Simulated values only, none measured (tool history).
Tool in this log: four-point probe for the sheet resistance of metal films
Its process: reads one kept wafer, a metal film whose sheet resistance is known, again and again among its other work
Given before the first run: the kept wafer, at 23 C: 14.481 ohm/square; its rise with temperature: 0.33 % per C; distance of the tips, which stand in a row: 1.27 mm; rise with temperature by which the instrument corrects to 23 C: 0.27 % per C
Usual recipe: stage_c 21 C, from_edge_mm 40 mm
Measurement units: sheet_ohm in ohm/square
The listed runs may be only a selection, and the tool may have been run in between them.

run	hour	stage_c	from_edge_mm	sheet_ohm
1	0.0	21	40	14.472488
2	23.1	32	40	14.563230
3	45.4	32	40	14.562432
4	62.4	19	40	14.464158
5	81.3	21	40	14.482226
6	110.1	21	40	14.476964
7	133.0	26	40	14.518038
8	162.3	26	40	14.524929
9	182.5	26	40	14.521838
10	211.6	26	65	14.521498
11	235.6	26	65	14.516374
12	272.2	26	65	14.528671
13	300.9	21	4	15.227839
14	323.4	21	4	15.226860
15	352.2	21	5	14.967182
16	382.4	21	5	14.969821
17	416.1	21	40	14.499071
18	439.7	21	40	14.498752
19	465.8	21	40	14.495477
20	497.7	21	40	14.494182
21	527.9	21	40	14.503991
22	544.9	21	40	14.497873
23	578.8	21	40	14.504399
24	612.4	22	5	14.992752
25	636.7	18	40	14.477558
26	659.2	34	28	14.628421
27	685.6	22	29	14.521210
28	723.1	25	5	15.025194
29	745.5	25	5	15.021880
30	766.0	21	11	14.609956
31	803.7	21	11	14.613511
32	831.3	25	63	14.544229
33	848.5	22	25	14.534012
34	885.4	22	25	14.539634
35	908.9	34	57	14.625492
36	930.8	34	57	14.623778
37	959.3	34	57	14.627986
38	975.4	34	57	14.628029
39	1013.4	21	3	15.776284
40	1042.0	21	3	15.784872
41	1065.7	21	3	15.788040
42	1089.8	21	3	15.781113
43	1117.1	21	3	15.793198

Same runs, no hidden state in the tool, same run-to-run variation:
Hidden state present: inner tips' distance over the nominal, %; tips' flats over new ones', %; wafer's true temperature over the reading, C; drift of the gauge itself on sheet_ohm, %.
run	sheet_ohm
1	14.470318
2	14.559781
3	14.557808
4	14.459066
5	14.476130
6	14.469461
7	14.509366
8	14.514768
9	14.510607
10	14.508773
11	14.502441
12	14.512821
13	15.210220
14	15.208121
15	14.947332
16	14.948503
17	14.476822
18	14.475340
19	14.470854
20	14.467924
21	14.476062
22	14.469160
23	14.474011
24	14.959734
25	14.444505
26	14.593326
27	14.485553
28	14.986383
29	14.982018
30	14.570254
31	14.571952
32	14.501389
33	14.490528
34	14.494272
35	14.578224
36	14.575345
37	14.578210
38	14.577495
39	15.720840
40	15.727902
41	15.729734
42	15.721603
43	15.732250
